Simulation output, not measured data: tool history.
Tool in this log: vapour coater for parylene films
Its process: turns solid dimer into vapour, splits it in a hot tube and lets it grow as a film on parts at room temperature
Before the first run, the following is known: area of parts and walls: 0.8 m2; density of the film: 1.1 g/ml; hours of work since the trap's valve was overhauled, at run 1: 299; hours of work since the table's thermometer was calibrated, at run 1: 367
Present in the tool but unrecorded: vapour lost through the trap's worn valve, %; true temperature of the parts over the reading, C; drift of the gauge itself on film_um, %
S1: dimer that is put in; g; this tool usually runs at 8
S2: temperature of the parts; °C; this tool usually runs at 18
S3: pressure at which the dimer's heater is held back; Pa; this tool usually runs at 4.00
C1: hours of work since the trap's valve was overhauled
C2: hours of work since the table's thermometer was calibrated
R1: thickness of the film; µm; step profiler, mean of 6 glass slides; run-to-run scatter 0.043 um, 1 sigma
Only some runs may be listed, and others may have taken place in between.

{"run": 1, "hour": 0.0, "S1": 8, "S2": 18, "S3": 4.0, "C1": 299, "C2": 367, "R1": 6.29}
{"run": 2, "hour": 51.5, "S1": 8, "S2": 18, "S3": 4.0, "C1": 324, "C2": 391, "R1": 6.34}
{"run": 3, "hour": 107.6, "S1": 8, "S2": 18, "S3": 3.46, "C1": 350, "C2": 418, "R1": 6.4}
{"run": 4, "hour": 147.4, "S1": 8, "S2": 18, "S3": 3.46, "C1": 369, "C2": 437, "R1": 6.41}
{"run": 5, "hour": 179.1, "S1": 8, "S2": 18, "S3": 3.46, "C1": 384, "C2": 452, "R1": 6.27}
{"run": 6, "hour": 214.1, "S1": 8, "S2": 18, "S3": 4.0, "C1": 401, "C2": 468, "R1": 6.27}
{"run": 7, "hour": 254.5, "S1": 8, "S2": 18, "S3": 4.0, "C1": 420, "C2": 488, "R1": 6.19}
{"hour": 295.8, "done": "trap's valve overhauled"}
{"run": 8, "hour": 295.8, "S1": 8, "S2": 22, "S3": 4.0, "C1": 0, "C2": 505, "R1": 6.26}
{"run": 9, "hour": 319.3, "S1": 8, "S2": 22, "S3": 4.0, "C1": 11, "C2": 516, "R1": 6.22}
{"run": 10, "hour": 359.4, "S1": 8, "S2": 22, "S3": 4.0, "C1": 30, "C2": 535, "R1": 6.19}
{"run": 11, "hour": 407.0, "S1": 8, "S2": 18, "S3": 9.03, "C1": 53, "C2": 558, "R1": 6.21}
{"run": 12, "hour": 440.9, "S1": 8, "S2": 18, "S3": 9.03, "C1": 69, "C2": 574, "R1": 6.16}
{"run": 13, "hour": 483.0, "S1": 8, "S2": 18, "S3": 9.03, "C1": 89, "C2": 594, "R1": 6.17}
{"run": 14, "hour": 518.5, "S1": 8, "S2": 18, "S3": 4.0, "C1": 106, "C2": 611, "R1": 6.68}
{"run": 15, "hour": 544.7, "S1": 8, "S2": 18, "S3": 4.0, "C1": 118, "C2": 623, "R1": 6.65}
{"run": 16, "hour": 568.2, "S1": 8, "S2": 18, "S3": 4.0, "C1": 129, "C2": 634, "R1": 6.69}
{"run": 17, "hour": 613.9, "S1": 3, "S2": 15, "S3": 4.0, "C1": 151, "C2": 656, "R1": 2.66}
{"run": 18, "hour": 664.6, "S1": 3, "S2": 15, "S3": 4.0, "C1": 175, "C2": 680, "R1": 2.6}
{"run": 19, "hour": 711.3, "S1": 8, "S2": 13, "S3": 4.0, "C1": 197, "C2": 702, "R1": 7.35}
{"run": 20, "hour": 751.7, "S1": 13, "S2": 12, "S3": 6.71, "C1": 216, "C2": 721, "R1": 11.37}
{"run": 21, "hour": 807.2, "S1": 6, "S2": 25, "S3": 8.3, "C1": 242, "C2": 748, "R1": 3.91}
{"run": 22, "hour": 858.2, "S1": 5, "S2": 10, "S3": 8.87, "C1": 267, "C2": 772, "R1": 4.4}
{"hour": 864.5, "done": "table's thermometer calibrated"}
{"run": 23, "hour": 905.6, "S1": 5, "S2": 18, "S3": 10.41, "C1": 289, "C2": 19, "R1": 3.62}
{"run": 24, "hour": 935.4, "S1": 8, "S2": 19, "S3": 2.05, "C1": 303, "C2": 34, "R1": 6.77}
{"run": 25, "hour": 967.9, "S1": 8, "S2": 16, "S3": 2.05, "C1": 318, "C2": 49, "R1": 7.2}
{"run": 26, "hour": 997.2, "S1": 4, "S2": 18, "S3": 8.13, "C1": 332, "C2": 63, "R1": 3.01}
{"run": 27, "hour": 1025.1, "S1": 8, "S2": 18, "S3": 8.83, "C1": 345, "C2": 76, "R1": 5.9}
{"run": 28, "hour": 1052.5, "S1": 8, "S2": 17, "S3": 8.83, "C1": 358, "C2": 89, "R1": 6.04}
{"run": 29, "hour": 1085.0, "S1": 8, "S2": 17, "S3": 8.83, "C1": 374, "C2": 105, "R1": 5.98}
{"hour": 1115.2, "done": "table's thermometer calibrated, once more"}
{"run": 30, "hour": 1138.9, "S1": 12, "S2": 14, "S3": 8.43, "C1": 399, "C2": 11, "R1": 9.37}
{"run": 31, "hour": 1192.0, "S1": 8, "S2": 28, "S3": 3.82, "C1": 424, "C2": 36, "R1": 5.01}

For some of the steps in R1 from one run to the next: how much would appear even if the tool had no hidden state, given the settings, what came in and random variation, and how much remains for the hidden state plus any gauge scatter that the measured result and the result without hidden state don't share?
Run 7 -> 8: S2 18 -> 22, trap's valve overhauled. R1 +0.07 µm: hidden state +0.61, all else -0.54.
Run 18 -> 19: S1 3 -> 8, S2 15 -> 13. R1 +4.75 µm: hidden state -0.13, all else +4.88.
Run 20 -> 21: S1 13 -> 6, S2 12 -> 25, S3 6.71 -> 8.30. R1 -7.46 µm: hidden state +0.18, all else -7.64.
Run 29 -> 30: S1 8 -> 12, S2 17 -> 14, S3 8.83 -> 8.43, table's thermometer calibrated, once more. R1 +3.39 µm: hidden state -0.51, all else +3.90.
Run 30 -> 31: S1 12 -> 8, S2 14 -> 28, S3 8.43 -> 3.82. R1 -4.36 µm: hidden state +0.36, all else -4.72.
